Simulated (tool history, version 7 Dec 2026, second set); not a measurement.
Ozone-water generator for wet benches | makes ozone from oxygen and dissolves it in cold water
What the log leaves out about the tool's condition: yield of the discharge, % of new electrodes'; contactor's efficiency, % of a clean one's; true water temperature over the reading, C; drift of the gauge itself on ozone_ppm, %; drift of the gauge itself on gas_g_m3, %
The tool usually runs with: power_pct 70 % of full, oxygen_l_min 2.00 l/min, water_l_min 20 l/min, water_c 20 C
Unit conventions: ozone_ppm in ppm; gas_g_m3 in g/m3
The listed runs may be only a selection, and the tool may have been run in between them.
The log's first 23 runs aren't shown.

run,hour,power_pct,oxygen_l_min,water_l_min,water_c,hours of work since the electrodes were changed,hours of work since the contactor was cleaned,hours of work since the thermometer was calibrated,ozone_ppm,gas_g_m3
24,1049.2,89,2.00,19,20,1593,4187,3626,12.7,250.4
25,1109.8,89,2.00,19,20,1645,4238,3677,12.5,250.1
26,1144.1,89,2.00,19,20,1674,4268,3707,12.5,252.9
27,1182.1,85,2.00,20,20,1706,4300,3739,11.9,244.2
28,1240.1,54,2.00,20,28,1756,4349,3788,8.6,190.2
29,1269.9,100,2.09,20,28,1781,4375,3814,12.2,260.8
30,1327.7,56,1.10,20,19,1830,4424,3863,7.0,237.8
31,1352.8,56,1.10,20,19,1852,4445,3884,7.2,237.0
32,1387.4,56,1.10,20,19,1881,4475,3914,7.1,236.3

Alternative continuations, all from the tool just after run 32; predict every row:
A,1424.1,56,2.84,20,23,1912,4506,3945,?,?
B,1424.1,67,1.10,20,23,1912,4506,3945,?,?
C,1424.1,73,1.10,20,16,1912,4506,3945,?,?
D,1424.1,70,2.00,25,20,1912,4506,3945,?,?

run,ozone_ppm,gas_g_m3
A,10.2,173.6
B,7.5,261.8
C,8.2,274.6
D,8.4,219.1
With the hidden condition removed and each run's random variation left untouched, the same runs would have given:
run,ozone_ppm,gas_g_m3
A,10.9,176.4
B,8.0,266.4
C,8.7,279.6
D,9.0,223.0

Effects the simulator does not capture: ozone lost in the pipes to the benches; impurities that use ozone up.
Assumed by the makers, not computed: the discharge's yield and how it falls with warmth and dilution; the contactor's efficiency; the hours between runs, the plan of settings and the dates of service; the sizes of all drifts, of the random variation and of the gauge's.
